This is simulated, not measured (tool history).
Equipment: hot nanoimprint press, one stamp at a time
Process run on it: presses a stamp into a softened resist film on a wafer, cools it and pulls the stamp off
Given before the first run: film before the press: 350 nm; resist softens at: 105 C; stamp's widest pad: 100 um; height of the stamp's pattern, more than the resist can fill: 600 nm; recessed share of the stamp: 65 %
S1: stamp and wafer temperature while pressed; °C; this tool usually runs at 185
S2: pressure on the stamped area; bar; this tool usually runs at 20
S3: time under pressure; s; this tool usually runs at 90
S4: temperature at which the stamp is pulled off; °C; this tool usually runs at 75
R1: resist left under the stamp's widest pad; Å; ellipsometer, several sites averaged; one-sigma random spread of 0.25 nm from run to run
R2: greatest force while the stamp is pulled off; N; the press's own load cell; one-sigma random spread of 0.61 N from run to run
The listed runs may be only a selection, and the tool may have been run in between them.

run     day   S1    S2   S3  S4    R1     R2
  1       0  185    20   90  75  1237  231.1
  2   1.642  185    20   90  75  1240  231.8
  3   3.421  193    20   90  75   874  233.3
  4   5.058  185    20   90  82  1241  201.2
      5.729  -- stamp cleaned and given a new release coat
  5   7.079  185    20   90  82  1238  200.4
  6   8.692  185    20   90  63  1240  285.6
  7  10.092  185    20   90  63  1243  286.4
     10.833  -- plate thermocouple calibrated
  8  11.692  190  16.1   64  73  1281  241.6
      12.35  -- stamp cleaned and given a new release coat
  9  13.321  190  16.1   64  73  1285    240
 10  14.442  185  17.7  111  75  1199  231.9
 11  15.912  183  12.8   51  67  2015  266.2
 12  16.871  193  27.2   85  61   779  293.8

5 ways to go on from here, each from the tool as it stands after run 12. What would each give?
  A  18.129  185  27.2   85  61   ?   ?
  B  18.129  185  21.8   90  81   ?   ?
  C  18.129  183  28.4   58  75   ?   ?
  D  18.129  185    20  172  67   ?   ?
  E  18.129  185    20   90  75   ?   ?

run    R1     R2
  A  1114  294.8
  B  1200  205.2
  C  1414  231.9
  D   930  266.7
  E  1244  232.7
With no hidden state in the tool, these same runs would have given:
run    R1     R2
  A  1104  294.6
  B  1189  205.1
  C  1402  231.7
  D   922  266.5
  E  1233  232.5

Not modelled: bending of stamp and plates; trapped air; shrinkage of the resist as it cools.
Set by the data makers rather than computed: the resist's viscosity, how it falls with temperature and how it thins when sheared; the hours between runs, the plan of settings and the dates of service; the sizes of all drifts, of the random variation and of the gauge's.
